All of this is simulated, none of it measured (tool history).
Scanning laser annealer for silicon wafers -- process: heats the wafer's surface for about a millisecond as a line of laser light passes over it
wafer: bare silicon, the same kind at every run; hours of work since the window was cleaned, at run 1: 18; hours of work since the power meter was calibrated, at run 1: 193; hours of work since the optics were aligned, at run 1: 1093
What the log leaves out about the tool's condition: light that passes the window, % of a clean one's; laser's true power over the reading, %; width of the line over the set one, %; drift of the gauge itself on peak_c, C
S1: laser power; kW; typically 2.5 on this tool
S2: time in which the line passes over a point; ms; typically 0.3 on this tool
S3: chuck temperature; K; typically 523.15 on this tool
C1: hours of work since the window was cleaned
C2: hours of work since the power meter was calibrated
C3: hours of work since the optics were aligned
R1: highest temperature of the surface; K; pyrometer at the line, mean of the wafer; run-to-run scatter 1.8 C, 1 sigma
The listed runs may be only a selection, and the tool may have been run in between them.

{"run": 1, "day": 0.0, "S1": 2.5, "S2": 0.3, "S3": 523.15, "C1": 18, "C2": 193, "C3": 1093, "R1": 1308.15}
{"run": 2, "day": 0.354, "S1": 2.5, "S2": 0.3, "S3": 523.15, "C1": 22, "C2": 198, "C3": 1097, "R1": 1306.15}
{"run": 3, "day": 0.854, "S1": 2.461, "S2": 0.3, "S3": 523.15, "C1": 28, "C2": 204, "C3": 1103, "R1": 1292.15}
{"run": 4, "day": 1.133, "S1": 2.461, "S2": 0.3, "S3": 523.15, "C1": 32, "C2": 207, "C3": 1107, "R1": 1292.15}
{"run": 5, "day": 1.417, "S1": 2.461, "S2": 0.3, "S3": 523.15, "C1": 35, "C2": 211, "C3": 1110, "R1": 1292.15}
{"run": 6, "day": 1.979, "S1": 2.461, "S2": 0.3, "S3": 523.15, "C1": 42, "C2": 218, "C3": 1117, "R1": 1291.15}
{"run": 7, "day": 2.538, "S1": 2.5, "S2": 0.3, "S3": 523.15, "C1": 49, "C2": 224, "C3": 1124, "R1": 1305.15}
{"run": 8, "day": 2.871, "S1": 2.292, "S2": 0.3, "S3": 523.15, "C1": 53, "C2": 229, "C3": 1128, "R1": 1233.15}
{"run": 9, "day": 3.412, "S1": 2.292, "S2": 0.3, "S3": 523.15, "C1": 60, "C2": 235, "C3": 1135, "R1": 1230.15}
{"run": 10, "day": 3.867, "S1": 2.292, "S2": 0.3, "S3": 523.15, "C1": 65, "C2": 241, "C3": 1140, "R1": 1233.15}
{"run": 11, "day": 4.283, "S1": 2.579, "S2": 0.3, "S3": 523.15, "C1": 71, "C2": 246, "C3": 1145, "R1": 1335.15}
{"run": 12, "day": 4.896, "S1": 2.579, "S2": 0.3, "S3": 523.15, "C1": 78, "C2": 253, "C3": 1153, "R1": 1333.15}
{"run": 13, "day": 5.358, "S1": 2.579, "S2": 0.3, "S3": 523.15, "C1": 84, "C2": 259, "C3": 1158, "R1": 1332.15}
{"run": 14, "day": 5.725, "S1": 2.579, "S2": 0.3, "S3": 523.15, "C1": 88, "C2": 264, "C3": 1163, "R1": 1332.15}
{"run": 15, "day": 6.158, "S1": 2.5, "S2": 0.336, "S3": 523.15, "C1": 94, "C2": 269, "C3": 1168, "R1": 1348.15}
{"run": 16, "day": 6.754, "S1": 2.5, "S2": 0.3, "S3": 523.15, "C1": 101, "C2": 276, "C3": 1176, "R1": 1305.15}
{"run": 17, "day": 7.154, "S1": 2.5, "S2": 0.3, "S3": 523.15, "C1": 106, "C2": 281, "C3": 1181, "R1": 1304.15}
{"run": 18, "day": 7.5, "S1": 2.5, "S2": 0.338, "S3": 523.15, "C1": 110, "C2": 285, "C3": 1185, "R1": 1352.15}
{"run": 19, "day": 7.783, "S1": 2.5, "S2": 0.3, "S3": 523.15, "C1": 114, "C2": 289, "C3": 1188, "R1": 1302.15}
{"run": 20, "day": 8.229, "S1": 2.5, "S2": 0.3, "S3": 523.15, "C1": 119, "C2": 294, "C3": 1194, "R1": 1304.15}
{"run": 21, "day": 8.838, "S1": 2.5, "S2": 0.3, "S3": 523.15, "C1": 127, "C2": 302, "C3": 1201, "R1": 1302.15}
{"run": 22, "day": 9.338, "S1": 2.512, "S2": 0.3, "S3": 497.15, "C1": 133, "C2": 308, "C3": 1207, "R1": 1277.15}
{"run": 23, "day": 9.846, "S1": 2.512, "S2": 0.3, "S3": 497.15, "C1": 139, "C2": 314, "C3": 1214, "R1": 1280.15}
{"run": 24, "day": 10.371, "S1": 2.38, "S2": 0.3, "S3": 523.15, "C1": 145, "C2": 321, "C3": 1220, "R1": 1260.15}
{"run": 25, "day": 10.679, "S1": 2.38, "S2": 0.3, "S3": 523.15, "C1": 149, "C2": 325, "C3": 1224, "R1": 1258.15}
{"run": 26, "day": 11.138, "S1": 2.38, "S2": 0.3, "S3": 523.15, "C1": 155, "C2": 330, "C3": 1229, "R1": 1258.15}
{"run": 27, "day": 11.712, "S1": 2.5, "S2": 0.3, "S3": 547.15, "C1": 162, "C2": 337, "C3": 1237, "R1": 1323.15}
{"run": 28, "day": 12.029, "S1": 2.672, "S2": 0.265, "S3": 495.15, "C1": 166, "C2": 341, "C3": 1240, "R1": 1279.15}
{"run": 29, "day": 12.604, "S1": 2.363, "S2": 0.331, "S3": 531.15, "C1": 173, "C2": 348, "C3": 1248, "R1": 1298.15}
{"run": 30, "day": 12.921, "S1": 2.363, "S2": 0.331, "S3": 531.15, "C1": 177, "C2": 352, "C3": 1251, "R1": 1301.15}
{"run": 31, "day": 13.442, "S1": 2.363, "S2": 0.331, "S3": 531.15, "C1": 183, "C2": 358, "C3": 1258, "R1": 1300.15}
{"run": 32, "day": 13.933, "S1": 2.484, "S2": 0.3, "S3": 538.15, "C1": 189, "C2": 365, "C3": 1264, "R1": 1307.15}
{"run": 33, "day": 14.479, "S1": 2.5, "S2": 0.227, "S3": 559.15, "C1": 196, "C2": 371, "C3": 1271, "R1": 1227.15}
{"run": 34, "day": 14.933, "S1": 2.351, "S2": 0.3, "S3": 525.15, "C1": 201, "C2": 377, "C3": 1276, "R1": 1252.15}
{"run": 35, "day": 15.396, "S1": 2.201, "S2": 0.254, "S3": 522.15, "C1": 207, "C2": 383, "C3": 1282, "R1": 1137.15}
{"run": 36, "day": 15.958, "S1": 2.432, "S2": 0.3, "S3": 549.15, "C1": 214, "C2": 389, "C3": 1289, "R1": 1300.15}
{"run": 37, "day": 16.267, "S1": 2.632, "S2": 0.3, "S3": 523.15, "C1": 218, "C2": 393, "C3": 1293, "R1": 1343.15}
{"run": 38, "day": 16.529, "S1": 2.632, "S2": 0.3, "S3": 523.15, "C1": 221, "C2": 396, "C3": 1296, "R1": 1344.15}
{"run": 39, "day": 16.996, "S1": 2.632, "S2": 0.3, "S3": 523.15, "C1": 227, "C2": 402, "C3": 1301, "R1": 1340.15}
{"run": 40, "day": 17.575, "S1": 2.632, "S2": 0.3, "S3": 523.15, "C1": 234, "C2": 409, "C3": 1309, "R1": 1342.15}

Measured result minus the same run's result without the hidden state. Both carry the same run-to-run variation, though not necessarily the same gauge scatter:
run=1 R1=-9
run=2 R1=-10
run=3 R1=-10
run=4 R1=-10
run=5 R1=-11
run=6 R1=-11
run=7 R1=-11
run=8 R1=-10
run=9 R1=-10
run=10 R1=-11
run=11 R1=-13
run=12 R1=-13
run=13 R1=-13
run=14 R1=-13
run=15 R1=-14
run=16 R1=-13
run=17 R1=-13
run=18 R1=-15
run=19 R1=-14
run=20 R1=-14
run=21 R1=-14
run=22 R1=-14
run=23 R1=-15
run=24 R1=-14
run=25 R1=-15
run=26 R1=-15
run=27 R1=-16
run=28 R1=-16
run=29 R1=-16
run=30 R1=-17
run=31 R1=-17
run=32 R1=-17
run=33 R1=-16
run=34 R1=-16
run=35 R1=-14
run=36 R1=-18
run=37 R1=-20
run=38 R1=-20
run=39 R1=-20
run=40 R1=-21
